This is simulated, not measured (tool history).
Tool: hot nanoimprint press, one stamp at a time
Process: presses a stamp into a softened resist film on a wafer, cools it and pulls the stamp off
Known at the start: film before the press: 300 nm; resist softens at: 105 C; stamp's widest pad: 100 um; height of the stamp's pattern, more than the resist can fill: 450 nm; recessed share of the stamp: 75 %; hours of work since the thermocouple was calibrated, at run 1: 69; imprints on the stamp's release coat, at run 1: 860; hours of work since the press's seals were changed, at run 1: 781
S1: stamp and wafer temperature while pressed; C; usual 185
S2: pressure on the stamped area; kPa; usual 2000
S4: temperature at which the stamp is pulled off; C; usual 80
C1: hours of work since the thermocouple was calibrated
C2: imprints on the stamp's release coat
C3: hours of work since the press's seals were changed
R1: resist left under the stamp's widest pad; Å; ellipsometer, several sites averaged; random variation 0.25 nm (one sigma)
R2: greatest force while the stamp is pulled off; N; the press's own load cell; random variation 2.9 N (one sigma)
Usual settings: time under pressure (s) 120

run 1 hour=0 | S1=185 S2=2000 time_under_pressure_(s)=120 S4=80 | C1=69 C2=860 C3=781 | R1=1261 R2=134
-- hour=23.8 press's hydraulic seals changed and the load cell set to zero
run 2 hour=52.2 | S1=192 S2=2000 time_under_pressure_(s)=120 S4=80 | C1=97 C2=1049 C3=18 | R1=911 R2=134
run 3 hour=117.5 | S1=185 S2=2000 time_under_pressure_(s)=120 S4=80 | C1=139 C2=1327 C3=60 | R1=1260 R2=135
-- hour=185.7 stamp cleaned and given a new release coat
run 4 hour=186.9 | S1=185 S2=2000 time_under_pressure_(s)=120 S4=80 | C1=180 C2=5 C3=100 | R1=1259 R2=133
run 5 hour=216.7 | S1=185 S2=2000 time_under_pressure_(s)=120 S4=80 | C1=199 C2=132 C3=119 | R1=1257 R2=135
run 6 hour=246.2 | S1=185 S2=2000 time_under_pressure_(s)=103 S4=80 | C1=217 C2=258 C3=138 | R1=1338 R2=133
run 7 hour=284.4 | S1=185 S2=2000 time_under_pressure_(s)=120 S4=80 | C1=242 C2=421 C3=162 | R1=1260 R2=133
run 8 hour=316.2 | S1=185 S2=2000 time_under_pressure_(s)=120 S4=80 | C1=262 C2=556 C3=183 | R1=1267 R2=137
run 9 hour=359.9 | S1=185 S2=2000 time_under_pressure_(s)=120 S4=80 | C1=290 C2=743 C3=211 | R1=1262 R2=132
-- hour=372.9 plate thermocouple calibrated
run 10 hour=400.9 | S1=185 S2=2000 time_under_pressure_(s)=120 S4=80 | C1=18 C2=905 C3=235 | R1=1259 R2=132
run 11 hour=463.1 | S1=185 S2=2000 time_under_pressure_(s)=120 S4=80 | C1=58 C2=1170 C3=274 | R1=1260 R2=132
run 12 hour=516.6 | S1=185 S2=2000 time_under_pressure_(s)=120 S4=80 | C1=92 C2=1398 C3=309 | R1=1263 R2=139
-- hour=569.2 stamp cleaned and given a new release coat
run 13 hour=572.7 | S1=185 S2=2820 time_under_pressure_(s)=120 S4=80 | C1=124 C2=15 C3=341 | R1=1084 R2=136
run 14 hour=626.4 | S1=185 S2=2820 time_under_pressure_(s)=120 S4=80 | C1=158 C2=244 C3=375 | R1=1080 R2=135
run 15 hour=667.4 | S1=185 S2=2820 time_under_pressure_(s)=69 S4=80 | C1=184 C2=419 C3=401 | R1=1348 R2=131
run 16 hour=703.5 | S1=185 S2=2820 time_under_pressure_(s)=69 S4=80 | C1=207 C2=573 C3=424 | R1=1348 R2=130
run 17 hour=737.4 | S1=185 S2=2820 time_under_pressure_(s)=69 S4=80 | C1=229 C2=717 C3=446 | R1=1353 R2=132
run 18 hour=785.1 | S1=180 S2=2750 time_under_pressure_(s)=120 S4=80 | C1=259 C2=921 C3=476 | R1=1390 R2=138
-- hour=845.1 plate thermocouple calibrated
run 19 hour=852.9 | S1=180 S2=2420 time_under_pressure_(s)=119 S4=80 | C1=5 C2=1197 C3=517 | R1=1472 R2=138
run 20 hour=920.5 | S1=182 S2=3070 time_under_pressure_(s)=117 S4=85 | C1=48 C2=1485 C3=560 | R1=1215 R2=126
-- hour=951.9 stamp cleaned and given a new release coat
run 21 hour=958.4 | S1=182 S2=3070 time_under_pressure_(s)=117 S4=85 | C1=68 C2=28 C3=581 | R1=1215 R2=124
run 22 hour=1024.3 | S1=182 S2=3070 time_under_pressure_(s)=117 S4=85 | C1=110 C2=309 C3=623 | R1=1218 R2=127
run 23 hour=1080.4 | S1=196 S2=2430 time_under_pressure_(s)=117 S4=79 | C1=146 C2=548 C3=659 | R1=696 R2=138
run 24 hour=1148.8 | S1=196 S2=2430 time_under_pressure_(s)=117 S4=79 | C1=190 C2=840 C3=702 | R1=694 R2=138
run 25 hour=1205.3 | S1=196 S2=1740 time_under_pressure_(s)=117 S4=79 | C1=226 C2=1081 C3=738 | R1=818 R2=135
run 26 hour=1271.5 | S1=179 S2=1390 time_under_pressure_(s)=174 S4=75 | C1=268 C2=1363 C3=781 | R1=1666 R2=145
-- hour=1296.7 press's hydraulic seals changed and the load cell set to zero
run 27 hour=1312.6 | S1=182 S2=1390 time_under_pressure_(s)=66 S4=75 | C1=289 C2=1504 C3=10 | R1=2006 R2=140
-- hour=1325.4 plate thermocouple calibrated
-- hour=1345.7 stamp cleaned and given a new release coat
run 28 hour=1367.7 | S1=185 S2=2000 time_under_pressure_(s)=94 S4=68 | C1=23 C2=94 C3=40 | R1=1388 R2=160
run 29 hour=1414.8 | S1=185 S2=2000 time_under_pressure_(s)=94 S4=68 | C1=53 C2=295 C3=70 | R1=1388 R2=158
run 30 hour=1473.8 | S1=191 S2=2110 time_under_pressure_(s)=94 S4=68 | C1=91 C2=546 C3=107 | R1=1029 R2=165
run 31 hour=1502.4 | S1=191 S2=2110 time_under_pressure_(s)=94 S4=68 | C1=109 C2=668 C3=125 | R1=1033 R2=163

3 ways to go on from here, each from the tool as it stands after run 31. What would each give?
run A hour=1542.9 | S1=187 S2=2000 time_under_pressure_(s)=201 S4=77 | C1=135 C2=841 C3=151 | R1=? R2=?
run B hour=1542.9 | S1=185 S2=1530 time_under_pressure_(s)=120 S4=75 | C1=135 C2=841 C3=151 | R1=? R2=?
run C hour=1542.9 | S1=191 S2=2110 time_under_pressure_(s)=94 S4=80 | C1=135 C2=841 C3=151 | R1=? R2=?

run=A R1=924 R2=140
run=B R1=1415 R2=147
run=C R1=1029 R2=134
Without the tool's hidden state the same runs would have given:
run=A R1=924 R2=139
run=B R1=1415 R2=146
run=C R1=1030 R2=133
